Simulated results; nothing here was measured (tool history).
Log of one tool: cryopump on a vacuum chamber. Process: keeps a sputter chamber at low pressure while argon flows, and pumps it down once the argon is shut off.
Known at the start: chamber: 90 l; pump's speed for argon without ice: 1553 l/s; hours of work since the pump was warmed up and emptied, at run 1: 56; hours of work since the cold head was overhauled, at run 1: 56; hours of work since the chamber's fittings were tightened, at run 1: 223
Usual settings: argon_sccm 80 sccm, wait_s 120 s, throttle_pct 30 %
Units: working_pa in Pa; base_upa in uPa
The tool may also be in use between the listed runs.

run,hour,argon_sccm,wait_s,throttle_pct,hours of work since the pump was warmed up and emptied,hours of work since the cold head was overhauled,hours of work since the chamber's fittings were tightened,working_pa,base_upa
1,0.0,80,120,30,56,56,223,0.2914,0.87
2,17.8,80,120,30,68,68,235,0.2928,0.88
3,32.5,80,120,30,78,78,245,0.2912,0.90
4,46.6,80,120,30,87,87,254,0.2936,0.88
5,56.0,80,120,46,94,94,260,0.1926,0.92
6,74.7,80,120,46,106,106,273,0.1905,0.91
7,93.5,80,120,46,119,119,286,0.1916,0.96
8,110.9,80,120,44,131,131,297,0.2002,0.95
9,123.3,80,120,44,139,139,306,0.2022,0.97
10,141.1,80,120,30,151,151,318,0.2932,1.03
11,160.3,80,120,30,164,164,331,0.2953,1.03
12,168.6,80,120,30,170,170,336,0.2932,1.05
13,180.6,80,120,30,178,178,344,0.2949,1.00
14,198.0,80,120,30,189,189,356,0.2918,1.06
15,217.1,80,120,30,202,202,369,0.2964,1.04
16,231.1,80,120,30,212,212,378,0.2947,1.05
17,250.7,80,120,30,225,225,392,0.2951,1.09
18,263.9,80,120,30,234,234,401,0.2938,1.09
19,272.8,80,120,30,240,240,407,0.2963,1.07
20,287.2,80,120,30,250,250,416,0.2936,1.16
21,296.4,48,101,34,256,256,422,0.1573,1.25
22,313.8,32,120,30,268,268,434,0.1190,1.08
23,323.5,100,83,30,274,274,441,0.3697,1.33
24,340.2,51,48,51,285,285,452,0.1127,1.74
25,348.9,105,120,43,291,291,458,0.2735,1.18
26,361.3,105,120,43,300,300,466,0.2728,1.22
27,377.7,146,263,53,311,311,477,0.3116,0.96
28,394.1,80,68,51,322,322,488,0.1784,1.51
29,413.9,80,68,51,335,335,502,0.1778,1.52
30,428.1,80,68,51,345,345,511,0.1781,1.56
31,446.4,42,68,52,357,357,524,0.0919,1.51
32,460.1,88,45,50,366,366,533,0.2007,1.92
33,472.0,69,293,20,374,374,541,0.3809,1.07
34,482.3,69,293,20,381,381,548,0.3800,1.07
35,499.0,50,209,47,392,392,559,0.1214,1.14

3 ways to go on from here, each from the tool as it stands after run 35. What would each give?
A,513.1,87,36,56,402,402,569,?,?
B,513.1,80,242,24,402,402,569,?,?
C,513.1,93,66,47,402,402,569,?,?

run,working_pa,base_upa
A,0.1787,2.21
B,0.3706,1.20
C,0.2248,1.60
Without the tool's hidden state the same runs would have given:
run,working_pa,base_upa
A,0.1692,1.44
B,0.3619,0.41
C,0.2146,0.83
